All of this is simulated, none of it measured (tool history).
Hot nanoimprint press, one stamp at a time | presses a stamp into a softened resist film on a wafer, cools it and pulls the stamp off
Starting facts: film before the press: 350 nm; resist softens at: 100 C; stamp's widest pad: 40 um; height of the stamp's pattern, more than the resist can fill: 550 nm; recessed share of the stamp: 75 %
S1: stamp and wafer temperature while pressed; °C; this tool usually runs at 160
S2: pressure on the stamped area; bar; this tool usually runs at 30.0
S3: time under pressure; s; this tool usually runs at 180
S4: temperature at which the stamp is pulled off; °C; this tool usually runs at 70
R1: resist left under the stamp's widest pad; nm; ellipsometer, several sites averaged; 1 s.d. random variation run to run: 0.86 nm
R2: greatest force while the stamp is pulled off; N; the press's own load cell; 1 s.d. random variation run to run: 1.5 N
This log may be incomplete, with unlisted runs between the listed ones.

run   hour   S1    S2   S3  S4     R1   R2
  1    0.0  160  30.0  180  70  160.7  130
  2   44.7  160  30.0  180  70  159.1  134
      88.8  -- stamp cleaned and given a new release coat
  3  122.7  160  30.0  180  70  160.3  128
  4  162.7  160  30.0  180  70  160.3  132
  5  229.5  160  30.0  180  70  161.4  137
     248.4  -- stamp cleaned and given a new release coat
  6  310.4  167  30.0  180  70  108.2  128
  7  358.5  158  30.0  180  70  181.3  134
  8  397.1  150  30.0  180  70  265.5  137
     408.9  -- stamp cleaned and given a new release coat
  9  463.8  160  19.4  180  70  197.8  129
 10  501.8  164  20.8  180  70  156.9  133
 11  534.2  164  20.8  180  70  156.5  136
     547.9  -- plate thermocouple calibrated
     567.8  -- stamp cleaned and given a new release coat
 12  594.6  164  20.8  180  70  154.2  128
 13  630.3  160  30.0  180  56  161.7  175
 14  699.3  160  35.5  180  58  149.5  175
     725.2  -- stamp cleaned and given a new release coat
 15  773.2  163  35.5  109  58  152.7  169
 16  841.9  160  21.7  180  78  189.7  107
     884.0  -- stamp cleaned and given a new release coat
 17  924.3  169  26.0  215  66   97.4  141

Some steps in R1 between neighbouring runs. How much of each would the tool show without its hidden state too (settings, what came in, random variation), and how much is left for the hidden state, with any gauge scatter that isn't in both results?
What the log doesn't record here: true temperature over the reading, C; pressure that arrives at the usual setting, %; grip of the stamp's worn release coat, % over a new coat's; drift of the gauge itself on residual_nm, %; drift of the gauge itself on pull_off_n, %.
Run 11 -> 12: plate thermocouple calibrated, stamp cleaned and given a new release coat. R1 -2.3 nm: hidden state -3.2, all else +0.9.
Run 16 -> 17: S1 160 -> 169, S2 21.7 -> 26.0, S3 180 -> 215, S4 78 -> 66, stamp cleaned and given a new release coat. R1 -92.3 nm: hidden state -1.2, all else -91.1.
